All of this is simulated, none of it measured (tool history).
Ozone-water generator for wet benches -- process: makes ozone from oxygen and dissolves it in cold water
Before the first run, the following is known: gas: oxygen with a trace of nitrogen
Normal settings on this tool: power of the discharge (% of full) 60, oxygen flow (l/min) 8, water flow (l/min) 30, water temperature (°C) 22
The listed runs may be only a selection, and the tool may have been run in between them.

run	day	power of the discharge (% of full)	oxygen flow (l/min)	water flow (l/min)	water temperature (°C)	dissolved ozone (ppm)	ozone in the gas ahead of the water (g/m3)
1	0	60	8	30	22	13.2	126.5
2	1.196	60	8	30	22	13.3	126.1
3	2.412	60	8	30	22	13.2	124.8
4	3.479	60	8	30	27	12.2	126.9
5	4.221	60	8	30	27	12.2	125.5
6	5.362	60	8	22	22	16.8	125.4
7	6.242	60	8	22	22	16.9	126
8	7.517	60	8	22	22	16.5	123.9
9	8.446	60	11.46	30	22	13	101.9
10	10.038	60	11.46	30	22	12.8	103.5
11	11.346	60	11.46	30	22	12.8	101.6
12	12.304	60	4.32	30	22	12.9	177.6
13	13.312	60	4.32	30	22	13.4	176.8
14	14.875	60	8	30	22	13.2	125.2
15	15.679	60	8	30	22	13.3	126.7
16	17.254	60	8	30	22	13	125.5
17	18.258	60	8	30	22	13.2	125.4
18	19.896	50	4.05	30	27	10.9	164.5
19	21.271	60	8	46	22	9.1	124.3
20	22.2	60	8	37	25	10.3	124.4
21	23.008	60	8	37	25	10.5	125
22	24.308	75	7.99	21	24	19.3	144.6
23	25.588	75	7.99	21	24	19.1	146.3
24	27.279	60	8	30	18	14	124.6
25	28.442	60	8	30	22	13	125.8
26	29.817	45	11.08	30	27	9.8	86.6
27	31.267	60	8	18	22	19	124
28	32.496	60	8	26	22	14.8	123.4
29	33.538	60	8	26	22	15	124.7
30	34.438	60	9.34	40	27	9.3	113.8
31	35.733	60	8	18	15	21.9	125.6
32	37.362	73	8	18	20	22.5	142.6
33	38.696	98	9.21	30	22	18.2	157.9

Alternative continuations, all from the tool just after run 33; predict every row:
A	40.383	60	8	30	20	?	?
B	40.383	60	13.81	25	22	?	?
C	40.383	60	10.38	23	24	?	?
D	40.383	98	9.21	30	19	?	?

run	dissolved ozone (ppm)	ozone in the gas ahead of the water (g/m3)
A	13.4	125
B	13.8	91
C	14.8	108.6
D	18.8	158.7
Without the tool's hidden state the same runs would have given:
run	dissolved ozone (ppm)	ozone in the gas ahead of the water (g/m3)
A	13.8	127.4
B	14.2	92.8
C	15.3	110.7
D	19.5	162.9
